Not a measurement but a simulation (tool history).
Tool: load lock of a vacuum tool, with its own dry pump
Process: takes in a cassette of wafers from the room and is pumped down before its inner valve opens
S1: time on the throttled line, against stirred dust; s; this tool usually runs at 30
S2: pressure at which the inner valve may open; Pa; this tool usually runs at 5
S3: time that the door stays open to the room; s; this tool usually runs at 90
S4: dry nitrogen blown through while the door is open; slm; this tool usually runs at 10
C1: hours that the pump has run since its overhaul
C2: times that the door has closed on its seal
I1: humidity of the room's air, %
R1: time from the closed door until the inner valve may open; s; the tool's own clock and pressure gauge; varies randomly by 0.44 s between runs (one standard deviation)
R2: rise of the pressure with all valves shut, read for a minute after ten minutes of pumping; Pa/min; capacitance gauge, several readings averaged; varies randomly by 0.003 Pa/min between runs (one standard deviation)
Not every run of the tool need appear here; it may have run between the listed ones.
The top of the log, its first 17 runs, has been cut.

| run | day | S1 | S2 | S3 | S4 | C1 | C2 | I1 | R1 | R2 |
|---|---|---|---|---|---|---|---|---|---|---|
| 18 | 260.783 | 48 | 10 | 206 | 9 | 6259 | 50117 | 44.3 | 67.4 | 0.268 |
| 19 | 278.725 | 48 | 4 | 151 | 11 | 6689 | 51157 | 42.5 | 69.9 | 0.268 |
| 20 | 290.942 | 16 | 4 | 151 | 12 | 6983 | 51866 | 45.7 | 47.7 | 0.267 |
| 21 | 307.508 | 16 | 4 | 151 | 12 | 7380 | 52826 | 44.4 | 48.0 | 0.285 |
| 22 | 320.512 | 19 | 5 | 118 | 30 | 7692 | 53580 | 46.0 | 49.6 | 0.278 |
| 23 | 333.308 | 19 | 5 | 118 | 30 | 7999 | 54322 | 41.5 | 49.8 | 0.275 |
| 24 | 350.242 | 29 | 5 | 90 | 38 | 8406 | 55304 | 45.9 | 56.7 | 0.286 |
| 25 | 364.450 | 29 | 5 | 90 | 38 | 8747 | 56128 | 47.0 | 57.6 | 0.281 |
| 26 | 384.729 | 35 | 5 | 90 | 36 | 9233 | 57304 | 45.5 | 61.0 | 0.305 |
| 27 | 406.238 | 30 | 5 | 90 | 31 | 9750 | 58551 | 45.5 | 57.9 | 0.316 |
| 28 | 425.742 | 30 | 5 | 90 | 31 | 10218 | 59682 | 42.5 | 58.8 | 0.314 |
| 29 | 444.492 | 30 | 5 | 90 | 23 | 10668 | 60769 | 45.4 | 59.4 | 0.343 |
| 30 | 454.262 | 30 | 8 | 90 | 10 | 10902 | 61336 | 43.7 | 57.1 | 0.344 |
| 31 | 467.179 | 30 | 8 | 90 | 10 | 11212 | 62084 | 43.4 | 57.1 | 0.340 |
| 32 | 476.896 | 31 | 8 | 35 | 27 | 11446 | 62648 | 43.4 | 58.2 | 0.337 |
| 33 | 497.662 | 23 | 8 | 89 | 19 | 11944 | 63852 | 42.7 | 52.9 | 0.359 |

5 options for the next run, each taken on its own from the tool as it stands now. Forecast them:
|  | 502.633 | door's seal changed, seat wiped |
| A | 509.792 | 34 | 5 | 90 | 11 | 12234 | 415 | 43.0 | ? | ? |
|  | 502.633 | door's seal changed, seat wiped |
| B | 509.792 | 23 | 8 | 89 | 19 | 12234 | 415 | 45.6 | ? | ? |
|  | 502.633 | door's seal changed, seat wiped |
| C | 509.792 | 49 | 5 | 175 | 10 | 12234 | 415 | 43.1 | ? | ? |
|  | 502.633 | door's seal changed, seat wiped |
| D | 509.792 | 23 | 4 | 207 | 19 | 12234 | 415 | 45.5 | ? | ? |
|  | 502.633 | door's seal changed, seat wiped |
| E | 509.792 | 30 | 5 | 26 | 10 | 12234 | 415 | 42.4 | ? | ? |

| run | R1 | R2 |
|---|---|---|
| A | 63.3 | 0.032 |
| B | 52.9 | 0.029 |
| C | 71.8 | 0.037 |
| D | 56.2 | 0.037 |
| E | 59.9 | 0.019 |
With the hidden condition removed and each run's random variation left untouched, the same runs would have given:
| run | R1 | R2 |
|---|---|---|
| A | 57.5 | 0.033 |
| B | 46.8 | 0.029 |
| C | 67.0 | 0.037 |
| D | 49.4 | 0.038 |
| E | 53.7 | 0.019 |
